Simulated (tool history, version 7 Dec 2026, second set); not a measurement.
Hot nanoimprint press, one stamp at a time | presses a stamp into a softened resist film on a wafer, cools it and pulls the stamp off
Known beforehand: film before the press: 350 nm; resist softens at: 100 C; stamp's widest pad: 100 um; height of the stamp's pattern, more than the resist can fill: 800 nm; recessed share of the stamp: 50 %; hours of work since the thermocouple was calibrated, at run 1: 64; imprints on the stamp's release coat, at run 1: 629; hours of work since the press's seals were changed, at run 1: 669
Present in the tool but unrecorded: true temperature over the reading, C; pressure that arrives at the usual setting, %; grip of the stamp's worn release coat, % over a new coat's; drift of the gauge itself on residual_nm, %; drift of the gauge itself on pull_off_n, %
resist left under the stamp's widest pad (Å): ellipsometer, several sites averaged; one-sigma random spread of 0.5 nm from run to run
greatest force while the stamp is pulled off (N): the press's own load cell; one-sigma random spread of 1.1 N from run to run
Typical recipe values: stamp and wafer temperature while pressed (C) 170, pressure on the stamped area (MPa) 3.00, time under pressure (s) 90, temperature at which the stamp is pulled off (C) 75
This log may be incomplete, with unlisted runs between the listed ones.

| run | hour | stamp and wafer temperature while pressed (C) | pressure on the stamped area (MPa) | time under pressure (s) | temperature at which the stamp is pulled off (C) | hours of work since the thermocouple was calibrated | imprints on the stamp's release coat | hours of work since the press's seals were changed | resist left under the stamp's widest pad (Å) | greatest force while the stamp is pulled off (N) |
|---|---|---|---|---|---|---|---|---|---|---|
| 1 | 0.0 | 170 | 3.00 | 90 | 75 | 64 | 629 | 669 | 1525 | 125 |
|  | 16.7 | stamp cleaned and given a new release coat |
| 2 | 24.6 | 170 | 3.00 | 90 | 75 | 76 | 38 | 681 | 1522 | 113 |
| 3 | 45.5 | 170 | 3.00 | 90 | 75 | 90 | 139 | 695 | 1521 | 116 |
| 4 | 64.3 | 170 | 3.00 | 90 | 75 | 102 | 229 | 707 | 1528 | 118 |
| 5 | 84.0 | 170 | 3.00 | 90 | 75 | 115 | 323 | 720 | 1519 | 119 |
| 6 | 116.9 | 170 | 3.00 | 90 | 75 | 136 | 480 | 742 | 1517 | 125 |
| 7 | 150.7 | 170 | 3.00 | 72 | 75 | 159 | 642 | 764 | 1620 | 128 |
|  | 161.0 | press's hydraulic seals changed and the load cell set to zero |
|  | 170.2 | stamp cleaned and given a new release coat |
| 8 | 188.8 | 170 | 3.00 | 72 | 75 | 175 | 89 | 14 | 1586 | 116 |
| 9 | 222.6 | 170 | 3.00 | 72 | 75 | 197 | 251 | 37 | 1582 | 117 |
| 10 | 252.5 | 170 | 3.00 | 72 | 75 | 216 | 394 | 56 | 1585 | 121 |
| 11 | 291.0 | 170 | 3.00 | 72 | 75 | 242 | 578 | 81 | 1573 | 125 |
|  | 317.3 | stamp cleaned and given a new release coat |
| 12 | 327.7 | 170 | 3.00 | 72 | 75 | 262 | 50 | 102 | 1564 | 112 |
|  | 350.8 | plate thermocouple calibrated |
| 13 | 353.1 | 170 | 3.00 | 72 | 75 | 2 | 157 | 116 | 1603 | 114 |
| 14 | 374.9 | 170 | 3.56 | 90 | 75 | 16 | 262 | 131 | 1357 | 117 |
| 15 | 402.1 | 170 | 3.56 | 90 | 75 | 34 | 392 | 149 | 1346 | 123 |
| 16 | 435.4 | 165 | 3.00 | 112 | 75 | 56 | 551 | 171 | 1761 | 122 |
|  | 465.7 | stamp cleaned and given a new release coat |
| 17 | 466.9 | 170 | 2.44 | 133 | 74 | 72 | 5 | 187 | 1434 | 115 |
| 18 | 487.7 | 170 | 3.00 | 90 | 61 | 86 | 105 | 201 | 1468 | 127 |
| 19 | 522.4 | 167 | 3.02 | 90 | 61 | 109 | 271 | 224 | 1697 | 131 |

Expected results for the next run?
| 20 | 555.9 | 170 | 3.00 | 90 | 78 | 131 | 432 | 246 | ? | ? |

resist left under the stamp's widest pad (Å): 1463
greatest force while the stamp is pulled off (N): 118
With the hidden condition absent and the run-to-run variation left alone, this run would have shown resist left under the stamp's widest pad (Å) 1500, greatest force while the stamp is pulled off (N) 110.

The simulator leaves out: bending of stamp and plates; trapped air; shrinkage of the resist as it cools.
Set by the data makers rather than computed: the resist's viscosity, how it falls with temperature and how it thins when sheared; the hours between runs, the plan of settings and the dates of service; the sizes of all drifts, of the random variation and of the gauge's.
